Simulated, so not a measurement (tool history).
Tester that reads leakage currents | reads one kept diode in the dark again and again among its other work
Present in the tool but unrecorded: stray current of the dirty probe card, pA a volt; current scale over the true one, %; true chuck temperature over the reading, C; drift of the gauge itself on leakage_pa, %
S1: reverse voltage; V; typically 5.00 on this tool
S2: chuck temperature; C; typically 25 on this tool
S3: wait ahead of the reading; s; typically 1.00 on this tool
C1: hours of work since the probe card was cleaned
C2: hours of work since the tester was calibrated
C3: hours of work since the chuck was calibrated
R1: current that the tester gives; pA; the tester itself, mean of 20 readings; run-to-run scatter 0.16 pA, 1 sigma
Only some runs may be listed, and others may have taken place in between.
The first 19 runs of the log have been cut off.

run    hour     S1  S2    S3    C1    C2   C3      R1
      664.6  -- chuck's temperature calibrated
 20   669.0   5.00  25  1.00   533  1847    3   50.18
 21   722.6   5.00  51  0.47   573  1887   43  283.76
 22   745.4   5.00  25  0.32   590  1904   60   50.43
 23   768.9   2.54  50  3.20   607  1921   77  214.51
 24   817.5   2.54  50  6.46   643  1957  113  213.33
 25   845.8  10.30  25  6.46   663  1977  133   63.40
      885.2  -- tester calibrated
 26   897.9   8.03  25  6.46   700     9  170   57.91
 27   939.2   8.03  25  6.46   731    40  201   58.11
 28   985.0   1.67  52  6.08   764    73  234  211.02
 29  1015.3   1.81  52  8.65   787    96  257  215.77
 30  1063.6  19.56  33  1.04   822   131  292  137.96
 31  1092.7  10.75  33  1.00   844   153  313  113.36
 32  1145.7  10.75  33  1.00   883   192  353  113.69
 33  1178.8   2.44  58  0.77   907   216  377  340.82
 34  1228.0  19.19  27  1.00   943   252  413   89.98
 35  1250.5   3.59  23  2.19   960   269  430   38.42
 36  1279.2   3.59  23  2.19   981   290  451   38.60
 37  1311.6   1.38  29  2.19  1005   314  475   43.35
 38  1357.5   5.00  57  1.00  1038   347  508  406.34
 39  1381.8   9.68  59  0.31  1056   365  526  570.18
 40  1422.0   1.22  25  0.64  1086   395  556   31.45

Here are 3 independent what-if runs from the current tool condition. What would each one return?
  A  1449.3  1.32  43  1.00  1106  415  576   ?
  B  1449.3  1.17  25  2.58  1106  415  576   ?
  C  1449.3  8.03  25  0.64  1106  415  576   ?

run      R1
  A  110.21
  B   30.83
  C   58.52
With the hidden condition removed and each run's random variation left untouched, the same runs would have given:
run      R1
  A  110.20
  B   30.82
  C   58.49
